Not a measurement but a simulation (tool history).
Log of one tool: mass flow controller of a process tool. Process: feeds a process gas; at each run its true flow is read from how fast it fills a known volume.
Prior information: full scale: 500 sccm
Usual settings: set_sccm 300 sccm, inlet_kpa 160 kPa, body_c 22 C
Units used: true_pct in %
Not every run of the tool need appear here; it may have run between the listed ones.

Run 1, hour 0.0: usual settings. Result: true_pct 100.48 %.
Run 2, hour 402.1: usual settings but set_sccm 59 sccm. Result: true_pct 102.54 %.
Run 3, hour 833.6: usual settings but set_sccm 116 sccm. Result: true_pct 100.97 %.
Run 4, hour 1059.5: usual settings. Result: true_pct 100.86 %.
At hour 1105.2: controller's zero set anew.
Run 5, hour 1313.4: usual settings but set_sccm 359 sccm. Result: true_pct 101.23 %.
Run 6, hour 1585.1: usual settings but set_sccm 359 sccm. Result: true_pct 101.31 %.
At hour 1875.6: controller's zero set anew, once more.
Run 7, hour 1960.8: usual settings but set_sccm 359 sccm. Result: true_pct 100.28 %.

The next listed run, before its measurement:
Run 8, hour 2263.9: usual settings but set_sccm 114 sccm, inlet_kpa 276 kPa, body_c 28 C. Result: true_pct ?.

For run 8 the tool returned true_pct 99.51 %.
Minus the tool's unlogged condition, the same run would have read true_pct 98.36 %.
